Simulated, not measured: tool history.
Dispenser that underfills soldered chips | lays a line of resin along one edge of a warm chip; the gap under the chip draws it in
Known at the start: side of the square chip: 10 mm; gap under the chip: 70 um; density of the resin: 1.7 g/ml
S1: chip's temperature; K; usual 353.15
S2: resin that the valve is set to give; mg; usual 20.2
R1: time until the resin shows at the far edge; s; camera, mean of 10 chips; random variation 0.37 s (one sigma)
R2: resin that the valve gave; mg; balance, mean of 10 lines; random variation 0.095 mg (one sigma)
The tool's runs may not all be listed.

run,hour,S1,S2,R1,R2
1,0,353.15,20.2,23.4,18.37
2,6.5,352.15,20.2,38.7,18.05
# hour 9: new syringe of resin
3,9.7,356.15,20.2,21.6,18.09
4,14.6,346.15,20.2,47.2,18.08
# hour 17.9: new syringe of resin
# hour 23.1: dispensing valve cleaned and set on the balance
5,23.1,346.15,20.2,43.2,20.13
# hour 28.2: new syringe of resin
6,30.2,353.15,20.3,26.4,20.24
7,34.4,353.15,20.3,36,20.17
# hour 37.6: new syringe of resin
8,41.9,353.15,20.2,32,19.94
# hour 46.7: new syringe of resin
9,47.7,353.15,20.2,25.3,19.88
10,51.9,353.15,25.4,33.8,25.01
# hour 55.8: new syringe of resin
11,57.1,353.15,17.3,26.9,16.9
12,63.6,353.15,17.3,40.9,16.86
# hour 65: new syringe of resin
13,67.5,353.15,17.3,28.5,16.81
14,72.6,353.15,20.2,39.4,19.53
# hour 74.2: new syringe of resin
15,78.3,358.15,20.2,24.7,19.55
# hour 83.2: new syringe of resin
16,83.9,365.15,20.2,15.6,19.44
17,87.2,365.15,20.2,19.6,19.47
# hour 92.7: new syringe of resin
18,93.1,353.15,18.3,26,17.46
19,97.6,353.15,18.3,33.7,17.39
# hour 101.8: new syringe of resin
20,104,340.15,25.5,50.2,24.46
21,107.7,355.15,23.5,32.2,22.09
# hour 110.9: new syringe of resin
22,113.4,367.15,23.5,15.9,22.12
23,118.6,367.15,23.5,22.1,22.25
# hour 120: new syringe of resin
24,123.2,353.15,18.4,30.1,17.38
# hour 129.3: new syringe of resin
25,129.8,344.15,19.2,38.2,17.95
26,136.9,353.15,22.9,40.4,21.32
# hour 138.4: new syringe of resin
27,143.6,353.15,22.9,35,21.31
# hour 147.7: new syringe of resin
28,147.7,353.15,22.9,24.1,21.22
29,152,363.15,20.3,21.7,18.62
30,155.2,359.15,26.2,31.1,24.11
# hour 156.9: new syringe of resin
31,159.9,343.15,20.8,47.8,19.15
# hour 166.3: new syringe of resin
32,167.2,343.15,19.7,42,18.02
33,173.1,356.15,24.2,34.1,22.04
# hour 175.3: new syringe of resin
34,178.4,339.15,20.3,59.4,18.48
35,181.7,339.15,17.8,75.4,16.25

Measured less the same run without the tool's hidden state. The same run-to-run variation is in both; the gauge's scatter may not be:
The hidden state here: resin's viscosity, % of fresh resin's; dose that the valve gives, % of what is set; true chip temperature over the reading, C; drift of the gauge itself on fill_s, %; drift of the gauge itself on given_mg, %.
run,R1,R2
1,+1.9,-1.88
2,+15.2,-1.94
3,+2.7,-1.99
4,+17.3,-2.03
5,+13,-0.05
6,+4.9,-0.13
7,+13.5,-0.18
8,+9.4,-0.26
9,+3.4,-0.32
10,+11.4,-0.47
11,+4.2,-0.37
12,+18.4,-0.42
13,+6,-0.47
14,+17.2,-0.61
15,+7.2,-0.67
16,+2.1,-0.72
17,+5.8,-0.77
18,+2.8,-0.75
19,+11.4,-0.81
20,+10.8,-1.22
21,+12.4,-1.16
22,+3.5,-1.24
23,+9.8,-1.31
24,+7.6,-1.07
25,+5.4,-1.19
26,+18,-1.51
27,+12.4,-1.6
28,+2.6,-1.65
29,+6.9,-1.5
30,+13.8,-2
31,+12.7,-1.65
32,+6.9,-1.63
33,+14.2,-2.08
34,+17.5,-1.81
35,+32.8,-1.63
